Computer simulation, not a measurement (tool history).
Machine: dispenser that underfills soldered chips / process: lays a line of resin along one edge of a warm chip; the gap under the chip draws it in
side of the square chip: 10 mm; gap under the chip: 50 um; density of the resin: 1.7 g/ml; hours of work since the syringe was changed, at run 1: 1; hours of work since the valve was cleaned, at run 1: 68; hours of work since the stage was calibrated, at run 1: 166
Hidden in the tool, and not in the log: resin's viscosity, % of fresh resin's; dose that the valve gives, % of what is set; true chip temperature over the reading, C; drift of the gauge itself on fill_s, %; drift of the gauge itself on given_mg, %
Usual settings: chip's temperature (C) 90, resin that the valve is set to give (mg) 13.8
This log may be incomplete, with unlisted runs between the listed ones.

run   hour  chip's temperature (C)  resin that the valve is set to give (mg)  hours of work since the syringe was changed  hours of work since the valve was cleaned  hours of work since the stage was calibrated  time until the resin shows at the far edge (s)  resin that the valve gave (mg)
  1      0                      90                                      13.8                                            1                                         68                                           166                                           160.5                           13.09
       7.7  -- new syringe of resin
  2   11.4                      82                                      13.8                                            3                                         76                                           174                                           242.9                           12.88
      16.5  -- new syringe of resin
      25.5  -- new syringe of resin
  3   29.2                      82                                      13.8                                            3                                         88                                           186                                           232.1                           12.77
      34.7  -- new syringe of resin
  4   37.8                      82                                      13.8                                            2                                         93                                           192                                           233.8                           12.66
      43.8  -- new syringe of resin
  5   48.7                      82                                      13.8                                            3                                        101                                           199                                           250.8                           12.77
      52.7  -- new syringe of resin
      61.6  -- new syringe of resin
  6   61.6                      90                                      12.8                                            0                                        109                                           207                                           154.3                           11.61
  7     69                      90                                      12.3                                            5                                        114                                           212                                           224.5                           11.18
      70.3  -- new syringe of resin
        79  -- new syringe of resin
  8   82.4                      90                                      12.3                                            2                                        123                                           221                                           181.9                           11.06
        88  -- new syringe of resin
  9   91.4                      90                                      12.2                                            2                                        129                                           227                                           182.9                           10.81
      97.5  -- new syringe of resin
     106.4  -- new syringe of resin
 10    109                      90                                      14.1                                            2                                        141                                           239                                           168.2                           12.54
     112.7  -- dispensing valve cleaned and set on the balance
     116.9  -- new syringe of resin
 11  118.4                      90                                      14.1                                            1                                          4                                           245                                           159.8                           13.93
     125.9  -- new syringe of resin
 12  132.7                      90                                      14.1                                            5                                         13                                           254                                           205.8                           13.96
     134.8  -- new syringe of resin
     143.9  -- new syringe of resin
 13  144.1                      90                                      14.1                                            0                                         21                                           262                                           148.4                           13.75
     153.4  -- new syringe of resin
 14  160.8                      90                                      14.1                                            5                                         32                                           273                                           213.1                           13.73
     162.2  -- new syringe of resin
     170.9  -- new syringe of resin
 15    171                      90                                      14.1                                            0                                         39                                           280                                           153.6                           13.58
       180  -- new syringe of resin
 16  185.5                      90                                      14.1                                            4                                         49                                           290                                           195.6                           13.43
     188.7  -- new syringe of resin
 17  194.8                      90                                      11.9                                            4                                         55                                           296                                             211                           11.43
     197.3  -- new syringe of resin
 18  205.2                      96                                      12.3                                            5                                         62                                           303                                           177.5                           11.72
     206.6  -- new syringe of resin
 19  214.6                      86                                      17.1                                            6                                         68                                           309                                           252.6                           16.16
     216.4  -- new syringe of resin
     225.1  -- new syringe of resin
 20  225.1                      84                                      12.9                                            0                                         75                                           316                                             188                           12.21
     233.9  -- new syringe of resin
 21    236                      84                                      12.9                                            1                                         82                                           323                                             220                           11.88
     242.5  -- new syringe of resin
     251.8  -- new syringe of resin
 22  253.8                      83                                      12.9                                            1                                         94                                           335                                           221.1                           11.81
     260.9  -- new syringe of resin
     270.6  -- new syringe of resin
 23  271.5                      90                                      15.7                                            1                                        106                                           347                                           154.4                           14.24
     279.4  -- new syringe of resin
 24  284.8                     104                                      13.7                                            4                                        115                                           356                                           119.8                           12.42
     287.9  -- new syringe of resin
     297.1  -- new syringe of resin
 25  297.9                      90                                        15                                            1                                        124                                           364                                           157.7                           13.48
     306.9  -- new syringe of resin
 26    315                      97                                      12.8                                            6                                        135                                           376                                           184.3                           11.32
     316.6  -- new syringe of resin
     325.3  -- new syringe of resin
     327.9  -- dispensing valve cleaned and set on the balance
 27  333.9                      79                                      14.6                                            5                                          4                                           388                                           327.6                           14.56
     335.2  -- new syringe of resin
     344.8  -- new syringe of resin
 28  348.7                      90                                        14                                            3                                         14                                           398                                           176.4                           13.85
     353.3  -- new syringe of resin
 29  360.5                      90                                        14                                            5                                         22                                           406                                           215.1                           13.74
     362.2  -- new syringe of resin
     371.9  -- new syringe of resin
 30  373.8                     103                                        15                                            1                                         31                                           414                                           103.1                            14.5
     381.8  -- new syringe of resin
 31  387.5                     103                                        15                                            4                                         40                                           424                                           125.5                           14.47
     390.7  -- new syringe of resin
     399.3  -- new syringe of resin
 32  401.4                     103                                        15                                            1                                         49                                           433                                           105.6                           14.31
     408.2  -- new syringe of resin
 33  409.6                     103                                        15                                            1                                         55                                           438                                           103.5                           14.24

Branching from run 33: 4 alternative next runs. What would each branch give?
     417.4  -- new syringe of resin
  A  417.4                      88                                        13                                            0                                         60                                           444                                               ?                               ?
     417.4  -- new syringe of resin
  B  417.4                      89                                      13.8                                            0                                         60                                           444                                               ?                               ?
     417.4  -- new syringe of resin
  C  417.4                      93                                      17.4                                            0                                         60                                           444                                               ?                               ?
     417.4  -- new syringe of resin
  D  417.4                      89                                        15                                            0                                         60                                           444                                               ?                               ?

run  time until the resin shows at the far edge (s)  resin that the valve gave (mg)
  A                                           165.4                           12.44
  B                                             159                           13.02
  C                                           135.6                           16.44
  D                                           157.2                           14.31
Stripped of hidden state, with their random variation kept, the same runs would have yielded:
run  time until the resin shows at the far edge (s)  resin that the valve gave (mg)
  A                                           154.5                           13.09
  B                                           148.9                            13.7
  C                                           127.8                           17.31
  D                                           147.6                           15.05

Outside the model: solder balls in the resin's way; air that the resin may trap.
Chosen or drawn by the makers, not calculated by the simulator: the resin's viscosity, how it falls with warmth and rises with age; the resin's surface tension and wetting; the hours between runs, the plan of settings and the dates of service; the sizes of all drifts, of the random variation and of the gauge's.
